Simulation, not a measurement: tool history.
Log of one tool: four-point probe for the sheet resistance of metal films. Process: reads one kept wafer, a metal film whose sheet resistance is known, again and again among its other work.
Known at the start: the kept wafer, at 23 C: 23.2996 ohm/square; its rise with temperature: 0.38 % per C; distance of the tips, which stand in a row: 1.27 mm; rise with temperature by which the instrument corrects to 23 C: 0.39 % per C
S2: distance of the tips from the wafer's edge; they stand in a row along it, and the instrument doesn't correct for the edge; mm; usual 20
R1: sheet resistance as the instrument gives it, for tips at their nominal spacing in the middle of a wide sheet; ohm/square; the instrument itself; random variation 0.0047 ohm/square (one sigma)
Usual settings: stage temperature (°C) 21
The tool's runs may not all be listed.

Run 1, day 0.000: usual settings. Result: R1 23.288937 ohm/square.
Run 2, day 2.912: usual settings. Result: R1 23.283366 ohm/square.
Run 3, day 4.838: usual settings but S2 16 mm. Result: R1 23.317920 ohm/square.
Run 4, day 7.321: usual settings but S2 16 mm. Result: R1 23.309192 ohm/square.
Run 5, day 8.904: usual settings but S2 4 mm. Result: R1 24.421123 ohm/square.
Run 6, day 10.683: usual settings but S2 4 mm. Result: R1 24.421679 ohm/square.
Run 7, day 12.325: usual settings. Result: R1 23.277400 ohm/square.
Run 8, day 13.812: usual settings. Result: R1 23.265293 ohm/square.
Run 9, day 16.054: usual settings. Result: R1 23.273788 ohm/square.
Run 10, day 17.754: usual settings. Result: R1 23.274896 ohm/square.
Run 11, day 20.112: usual settings. Result: R1 23.268458 ohm/square.
Run 12, day 22.929: usual settings. Result: R1 23.262145 ohm/square.
Run 13, day 25.208: usual settings. Result: R1 23.266507 ohm/square.
Run 14, day 26.517: usual settings. Result: R1 23.257485 ohm/square.
Run 15, day 29.254: usual settings. Result: R1 23.262006 ohm/square.
Run 16, day 31.125: usual settings but S2 23 mm. Result: R1 23.238162 ohm/square.
Run 17, day 32.975: usual settings but stage temperature (°C) 30, S2 17 mm. Result: R1 23.251632 ohm/square.
Run 18, day 35.617: usual settings but stage temperature (°C) 28, S2 8 mm. Result: R1 23.491298 ohm/square.
Run 19, day 37.183: usual settings but stage temperature (°C) 26, S2 4 mm. Result: R1 24.377562 ohm/square.
At day 37.354: stage's thermometer calibrated.
Run 20, day 39.550: usual settings but S2 6 mm. Result: R1 23.750873 ohm/square.
Run 21, day 41.733: usual settings but S2 4 mm. Result: R1 24.399613 ohm/square.
Run 22, day 44.550: usual settings but stage temperature (°C) 22, S2 17 mm. Result: R1 23.269345 ohm/square.
Run 23, day 45.929: usual settings but stage temperature (°C) 22, S2 17 mm. Result: R1 23.258834 ohm/square.
Run 24, day 47.196: usual settings but S2 3 mm. Result: R1 25.223821 ohm/square.
At day 49.033: stage's thermometer calibrated, once more.
Run 25, day 49.792: usual settings but stage temperature (°C) 32. Result: R1 23.191841 ohm/square.
Run 26, day 51.458: usual settings. Result: R1 23.212875 ohm/square.
Run 27, day 53.808: usual settings but stage temperature (°C) 20, S2 12 mm. Result: R1 23.305107 ohm/square.
Run 28, day 55.712: usual settings but S2 8 mm. Result: R1 23.465263 ohm/square.
Run 29, day 58.633: usual settings but S2 30 mm. Result: R1 23.173983 ohm/square.
Run 30, day 60.621: usual settings but S2 30 mm. Result: R1 23.162087 ohm/square.

Hidden state or all else? Some run-to-run changes of R1, split into what the settings, what came in and random variation would give without the hidden state, and what is left for the hidden state (with any gauge scatter that isn't in both results):
The hidden state here: inner tips' distance over the nominal, %; tips' flats over new ones', %; wafer's true temperature over the reading, C; drift of the gauge itself on sheet_ohm, %.
Run 6 -> 7: S2 4 -> 20. R1 -1.144279 ohm/square: hidden state +0.001745, all else -1.146024.
Run 19 -> 20: stage temperature (°C) 26 -> 21, S2 4 -> 6, stage's thermometer calibrated. R1 -0.626689 ohm/square: hidden state +0.010436, all else -0.637125.
Run 23 -> 24: stage temperature (°C) 22 -> 21, S2 17 -> 3. R1 +1.964987 ohm/square: hidden state -0.009634, all else +1.974621.
Run 24 -> 25: stage temperature (°C) 21 -> 32, S2 3 -> 20, stage's thermometer calibrated, once more. R1 -2.031980 ohm/square: hidden state -0.023547, all else -2.008433.
